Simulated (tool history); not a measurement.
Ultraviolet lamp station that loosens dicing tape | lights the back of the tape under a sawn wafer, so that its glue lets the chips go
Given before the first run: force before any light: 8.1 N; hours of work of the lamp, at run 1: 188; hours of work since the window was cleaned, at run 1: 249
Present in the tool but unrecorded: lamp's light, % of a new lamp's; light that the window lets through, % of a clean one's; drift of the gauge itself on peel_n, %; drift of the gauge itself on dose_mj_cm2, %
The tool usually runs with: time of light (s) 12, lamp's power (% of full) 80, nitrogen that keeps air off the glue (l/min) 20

run	hour	time of light (s)	lamp's power (% of full)	nitrogen that keeps air off the glue (l/min)	hours of work of the lamp	hours of work since the window was cleaned	force that peels the tape off (N)	light that reached the tape (J/m2)
1	0.0	12	80	20	188	249	0.818	1980
2	11.7	12	80	20	194	255	0.836	1950
3	23.8	12	80	20	201	262	0.840	1970
4	36.4	12	80	20	207	268	0.837	1930
5	44.7	12	80	20	212	273	0.879	1960
6	54.9	12	80	20	217	278	0.864	1940
7	65.1	12	80	20	223	284	0.877	1950
8	72.5	12	80	20	227	288	0.820	1940
9	86.7	11	80	20	234	295	1.017	1800
# hour 91.0: window cleaned of glue's vapour
10	99.1	11	80	20	241	4	1.072	1690
11	114.0	11	80	20	248	12	1.090	1730
12	125.5	8	80	20	255	18	1.861	1270
13	134.0	8	80	20	259	23	1.855	1220
# hour 137.9: window cleaned of glue's vapour, once more
14	141.8	20	75	20	263	2	0.284	3110
15	148.7	13	96	32	267	6	0.290	2610
16	159.0	12	92	12	272	11	0.907	2260
17	170.6	12	92	16	278	17	0.715	2310
18	181.2	12	92	16	284	23	0.737	2270
19	194.4	21	80	8	291	30	0.571	3390
20	203.1	8	82	18	296	35	1.763	1310
21	217.4	8	82	37	303	42	1.081	1360
22	227.6	8	82	37	309	48	1.102	1340
23	235.1	8	80	10	313	52	2.443	1320
24	247.4	20	92	9	319	58	0.418	3730
25	253.9	20	92	9	323	62	0.426	3730
26	263.5	20	92	9	328	67	0.428	3700

4 ways to go on from here, each from the tool as it stands after run 26. What would each give?
A	270.2	10	86	29	332	71	?	?
B	270.2	21	80	7	332	71	?	?
C	270.2	12	67	13	332	71	?	?
D	270.2	7	72	9	332	71	?	?

run	force that peels the tape off (N)	light that reached the tape (J/m2)
A	0.779	1770
B	0.680	3380
C	1.608	1620
D	3.375	1060
Stripped of hidden state, with their random variation kept, the same runs would have yielded:
run	force that peels the tape off (N)	light that reached the tape (J/m2)
A	0.631	1950
B	0.546	3720
C	1.377	1790
D	3.096	1160
